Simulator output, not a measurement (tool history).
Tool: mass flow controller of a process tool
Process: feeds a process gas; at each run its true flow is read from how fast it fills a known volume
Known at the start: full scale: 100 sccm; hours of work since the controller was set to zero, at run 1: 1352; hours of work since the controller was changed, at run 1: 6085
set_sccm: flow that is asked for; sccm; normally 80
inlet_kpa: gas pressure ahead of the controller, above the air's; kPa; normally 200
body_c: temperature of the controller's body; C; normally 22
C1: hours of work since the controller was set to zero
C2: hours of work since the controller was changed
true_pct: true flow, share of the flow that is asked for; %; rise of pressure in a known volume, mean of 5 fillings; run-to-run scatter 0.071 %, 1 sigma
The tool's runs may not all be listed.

run 1 hour=0 | set_sccm=80 inlet_kpa=200 body_c=22 | C1=1352 C2=6085 | true_pct=96.95
run 2 hour=230.7 | set_sccm=80 inlet_kpa=200 body_c=22 | C1=1452 C2=6184 | true_pct=97.15
run 3 hour=393.3 | set_sccm=80 inlet_kpa=200 body_c=22 | C1=1522 C2=6254 | true_pct=96.92
run 4 hour=600.3 | set_sccm=80 inlet_kpa=200 body_c=22 | C1=1611 C2=6343 | true_pct=96.97
run 5 hour=956.2 | set_sccm=80 inlet_kpa=209 body_c=22 | C1=1764 C2=6496 | true_pct=96.84
run 6 hour=1250.4 | set_sccm=80 inlet_kpa=209 body_c=22 | C1=1890 C2=6623 | true_pct=96.79
run 7 hour=1561.8 | set_sccm=80 inlet_kpa=200 body_c=22 | C1=2024 C2=6757 | true_pct=96.73
run 8 hour=1803.5 | set_sccm=80 inlet_kpa=247 body_c=22 | C1=2128 C2=6861 | true_pct=96.24
run 9 hour=1980.1 | set_sccm=80 inlet_kpa=247 body_c=22 | C1=2204 C2=6937 | true_pct=96.23
run 10 hour=2154.3 | set_sccm=57 inlet_kpa=200 body_c=20 | C1=2279 C2=7012 | true_pct=95.71
run 11 hour=2328.4 | set_sccm=45 inlet_kpa=217 body_c=31 | C1=2354 C2=7087 | true_pct=95.13
run 12 hour=2479.5 | set_sccm=45 inlet_kpa=217 body_c=31 | C1=2419 C2=7152 | true_pct=95.23
run 13 hour=2712.4 | set_sccm=33 inlet_kpa=158 body_c=24 | C1=2519 C2=7252 | true_pct=94.41
run 14 hour=3060.4 | set_sccm=81 inlet_kpa=212 body_c=23 | C1=2669 C2=7402 | true_pct=96.31
run 15 hour=3294.8 | set_sccm=14 inlet_kpa=200 body_c=37 | C1=2770 C2=7502 | true_pct=90.24
run 16 hour=3495.7 | set_sccm=54 inlet_kpa=250 body_c=27 | C1=2856 C2=7589 | true_pct=95.1
run 17 hour=3827.2 | set_sccm=31 inlet_kpa=210 body_c=22 | C1=2999 C2=7731 | true_pct=93.16
run 18 hour=4102.3 | set_sccm=80 inlet_kpa=210 body_c=37 | C1=3117 C2=7850 | true_pct=96.62

Below are 5 alternative next runs, each starting from the tool's condition after run 18. Predict each:
run A hour=4408.8 | set_sccm=43 inlet_kpa=210 body_c=37 | C1=3249 C2=7982 | true_pct=?
run B hour=4408.8 | set_sccm=21 inlet_kpa=209 body_c=32 | C1=3249 C2=7982 | true_pct=?
run C hour=4408.8 | set_sccm=21 inlet_kpa=210 body_c=37 | C1=3249 C2=7982 | true_pct=?
run D hour=4408.8 | set_sccm=13 inlet_kpa=240 body_c=22 | C1=3249 C2=7982 | true_pct=?
run E hour=4408.8 | set_sccm=80 inlet_kpa=200 body_c=25 | C1=3249 C2=7982 | true_pct=?

run=A true_pct=94.58
run=B true_pct=91.51
run=C true_pct=91.63
run=D true_pct=87.8
run=E true_pct=96.12
With the hidden condition removed and each run's random variation left untouched, the same runs would have given:
run=A true_pct=99.18
run=B true_pct=98.6
run=C true_pct=98.72
run=D true_pct=97.9
run=E true_pct=99.61
